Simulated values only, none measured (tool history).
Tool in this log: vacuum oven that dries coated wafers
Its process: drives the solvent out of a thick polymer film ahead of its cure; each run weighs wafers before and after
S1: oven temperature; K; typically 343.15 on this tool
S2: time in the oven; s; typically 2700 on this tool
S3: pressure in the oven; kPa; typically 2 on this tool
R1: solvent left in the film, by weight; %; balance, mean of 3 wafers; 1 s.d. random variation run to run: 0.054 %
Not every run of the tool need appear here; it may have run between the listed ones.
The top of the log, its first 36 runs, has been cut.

| run | hour | S1 | S2 | S3 | R1 |
|---|---|---|---|---|---|
| 37 | 433.1 | 352.15 | 4560 | 3.41 | 1.75 |
| 38 | 441.6 | 343.15 | 2940 | 2 | 1.97 |
| 39 | 458.9 | 343.15 | 3480 | 1.02 | 0.99 |
| 40 | 465.9 | 343.15 | 3480 | 1.02 | 1.08 |
| 41 | 483.3 | 343.15 | 3300 | 4.37 | 3.55 |
| 42 | 500.8 | 338.15 | 4320 | 1.07 | 1.45 |
| 43 | 516.6 | 338.15 | 4320 | 1.07 | 1.37 |
| 44 | 529.5 | 343.15 | 4320 | 1.07 | 0.86 |
| 45 | 538 | 355.15 | 2100 | 2.03 | 1 |
| 46 | 545.7 | 355.15 | 3000 | 1.08 | 0.49 |

Predict each of these 4 candidate next runs independently; none follows another, all start after run 46:
| A | 553.9 | 343.15 | 4680 | 7.68 | ? |
| B | 553.9 | 336.15 | 3000 | 3.29 | ? |
| C | 553.9 | 353.15 | 3000 | 4.19 | ? |
| D | 553.9 | 353.15 | 2700 | 1.24 | ? |

| run | R1 |
|---|---|
| A | 5.73 |
| B | 4.55 |
| C | 2.13 |
| D | 0.69 |
Stripped of hidden state, with their random variation kept, the same runs would have yielded:
| run | R1 |
|---|---|
| A | 5.69 |
| B | 4.51 |
| C | 2.12 |
| D | 0.68 |
